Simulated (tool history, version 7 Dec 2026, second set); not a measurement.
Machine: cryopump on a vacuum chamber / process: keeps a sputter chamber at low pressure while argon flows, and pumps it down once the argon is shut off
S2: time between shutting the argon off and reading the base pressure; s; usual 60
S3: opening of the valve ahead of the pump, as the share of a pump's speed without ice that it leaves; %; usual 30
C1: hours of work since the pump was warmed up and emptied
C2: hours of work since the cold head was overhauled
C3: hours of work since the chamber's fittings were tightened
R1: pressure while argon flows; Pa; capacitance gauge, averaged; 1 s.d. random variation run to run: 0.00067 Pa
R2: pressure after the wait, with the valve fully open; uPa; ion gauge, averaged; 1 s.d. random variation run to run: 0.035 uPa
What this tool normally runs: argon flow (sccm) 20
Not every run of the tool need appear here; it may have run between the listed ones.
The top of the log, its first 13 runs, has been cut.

-- hour=256.6 pump warmed up, emptied and cooled again
run 14 hour=265.5 | argon_flow_(sccm)=20 S2=60 S3=19 | C1=7 C2=832 C3=1000 | R1=0.1772 R2=2.9
run 15 hour=291.2 | argon_flow_(sccm)=20 S2=60 S3=19 | C1=27 C2=852 C3=1021 | R1=0.1774 R2=2.9
run 16 hour=312.4 | argon_flow_(sccm)=20 S2=60 S3=58 | C1=44 C2=869 C3=1037 | R1=0.06 R2=3
run 17 hour=323.7 | argon_flow_(sccm)=20 S2=29 S3=30 | C1=53 C2=878 C3=1046 | R1=0.1125 R2=4.75
run 18 hour=334.9 | argon_flow_(sccm)=20 S2=29 S3=30 | C1=62 C2=887 C3=1055 | R1=0.1138 R2=4.77
run 19 hour=347 | argon_flow_(sccm)=26 S2=42 S3=36 | C1=72 C2=896 C3=1065 | R1=0.1251 R2=3.74
run 20 hour=360.6 | argon_flow_(sccm)=38 S2=20 S3=30 | C1=82 C2=907 C3=1076 | R1=0.2186 R2=6.41
run 21 hour=377.2 | argon_flow_(sccm)=15 S2=20 S3=30 | C1=96 C2=920 C3=1089 | R1=0.0871 R2=6.56

Estimate the outcome of run 22 from the log above:
run 22 hour=390.3 | argon_flow_(sccm)=20 S2=60 S3=27 | C1=106 C2=931 C3=1099 | R1=? R2=?

For run 22 the tool returned R1 0.1284 Pa, R2 3.12 uPa.
Had the tool carried no hidden state, the very same run would have given R1 0.1262 Pa, R2 1.97 uPa.

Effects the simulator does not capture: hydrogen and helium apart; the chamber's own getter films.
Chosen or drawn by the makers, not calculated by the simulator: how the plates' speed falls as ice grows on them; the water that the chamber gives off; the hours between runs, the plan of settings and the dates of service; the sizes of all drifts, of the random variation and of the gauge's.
